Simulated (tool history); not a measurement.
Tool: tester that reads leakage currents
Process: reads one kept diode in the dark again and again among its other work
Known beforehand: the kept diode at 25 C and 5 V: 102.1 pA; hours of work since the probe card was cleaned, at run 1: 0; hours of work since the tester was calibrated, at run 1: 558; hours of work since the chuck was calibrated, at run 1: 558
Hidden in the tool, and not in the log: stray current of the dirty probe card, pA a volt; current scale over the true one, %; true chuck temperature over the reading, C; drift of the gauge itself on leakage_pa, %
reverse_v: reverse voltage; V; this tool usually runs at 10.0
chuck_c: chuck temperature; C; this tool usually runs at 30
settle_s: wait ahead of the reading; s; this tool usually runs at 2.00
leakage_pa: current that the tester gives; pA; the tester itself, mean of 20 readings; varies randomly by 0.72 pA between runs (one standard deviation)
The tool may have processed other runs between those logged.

run,hour,reverse_v,chuck_c,settle_s,hours of work since the probe card was cleaned,hours of work since the tester was calibrated,hours of work since the chuck was calibrated,leakage_pa
1,0.0,10.0,30,2.00,0,558,558,219.55
2,87.6,10.0,30,2.00,44,602,602,217.49
3,146.7,10.0,30,2.00,73,631,631,217.49
4,236.7,10.0,30,2.00,119,676,676,216.59
5,278.9,10.0,30,2.00,140,698,698,215.97
6,324.1,10.0,30,7.62,162,720,720,214.99
7,372.2,10.0,30,2.00,186,744,744,213.82
8,471.2,10.0,30,2.00,236,794,794,212.71
9,565.8,3.3,30,2.00,283,841,841,108.66

Run 10 comes next. What will it give?
10,612.9,2.1,36,2.00,307,865,865,?

For run 10 the tool returned leakage_pa 137.33 pA.
Had the tool carried no hidden state, the very same run would have given leakage_pa 154.80 pA.
